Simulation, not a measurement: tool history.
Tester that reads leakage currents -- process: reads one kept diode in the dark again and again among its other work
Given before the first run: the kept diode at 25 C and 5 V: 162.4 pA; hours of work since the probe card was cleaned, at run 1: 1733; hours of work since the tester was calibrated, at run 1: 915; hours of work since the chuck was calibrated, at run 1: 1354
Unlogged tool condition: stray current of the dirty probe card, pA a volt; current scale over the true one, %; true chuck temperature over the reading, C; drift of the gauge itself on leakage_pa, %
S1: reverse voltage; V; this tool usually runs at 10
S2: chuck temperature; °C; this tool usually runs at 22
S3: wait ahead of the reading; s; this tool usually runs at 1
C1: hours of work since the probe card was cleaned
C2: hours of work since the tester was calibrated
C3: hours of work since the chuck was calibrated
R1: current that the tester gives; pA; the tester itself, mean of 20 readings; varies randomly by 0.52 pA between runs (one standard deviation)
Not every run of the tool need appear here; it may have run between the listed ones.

run     day   S1  S2    S3    C1    C2    C3       R1
  1       0   10  22     1  1733   915  1354   209.84
  2   2.608   10  32     1  1778   960  1399   484.15
  3   4.917   10  32     1  1818  1000  1439   486.69
  4    6.15   10  32     1  1840  1021  1460   485.29
  5    8.05   10  22     1  1872  1054  1493   214.24
  6   9.738   10  22     1  1902  1083  1522   214.07
     10.738  -- probe card cleaned and baked
  7  11.871   10  22     1    20  1118  1557   195.78
  8  14.292   10  22     1    61  1160  1599    195.9
  9  16.462   10  22     1    99  1197  1636   195.96
 10  17.733   10  22     1   121  1219  1658   195.69
 11  19.596   10  22     1   153  1251  1690   196.94
 12    22.3   10  22     1   200  1298  1737   197.59
 13  24.879   10  22     1   244  1343  1782   199.13
 14  26.146   10  22   1.1   266  1365  1803    199.8
 15  28.025   10  22  1.28   299  1397  1836   200.05
 16  29.583   10  22  7.28   326  1424  1863   197.68
 17  32.083  2.4  26     1   369  1467  1906   146.96
 18   33.65  1.1  22  1.35   396  1494  1933    71.55
 19  35.021  6.5  56  4.81   419  1518  1957  2705.14
 20  36.788  6.5  56  4.81   450  1548  1987   2716.6
 21  38.962  6.5  25  4.81   488  1586  2025   216.61
 22  40.688  9.4  33  4.81   517  1616  2055   517.97
 23  42.983   10  25   3.1   557  1655  2094   268.13
 24  44.867  2.8  48     1   590  1688  2127  1010.82
 25   47.35  2.8  48     1   632  1731  2170  1010.44
 26  48.554  2.8  48     1   653  1752  2191  1010.51
 27  50.146  3.4  21  8.65   681  1779  2218   112.98
 28  52.071  2.4  46  1.44   714  1812  2251   809.69
 29  53.838  2.4  46  1.44   744  1843  2282   816.62

Describe how what the log doesn't record of the tool's condition differs between the last listed run preceding each entry between runs and the first listed run following it.
Logged between run 6 and run 7: probe card cleaned and baked (day 10.738)
  stray current of the dirty probe card, pA a volt: 2.082 -> 0.045; current scale over the true one, %: -0.67 -> -0.69; true chuck temperature over the reading, C: 1.28 -> 1.31
  measured value less the no-hidden-state value, R1: +40.64 -> +21.1 pA
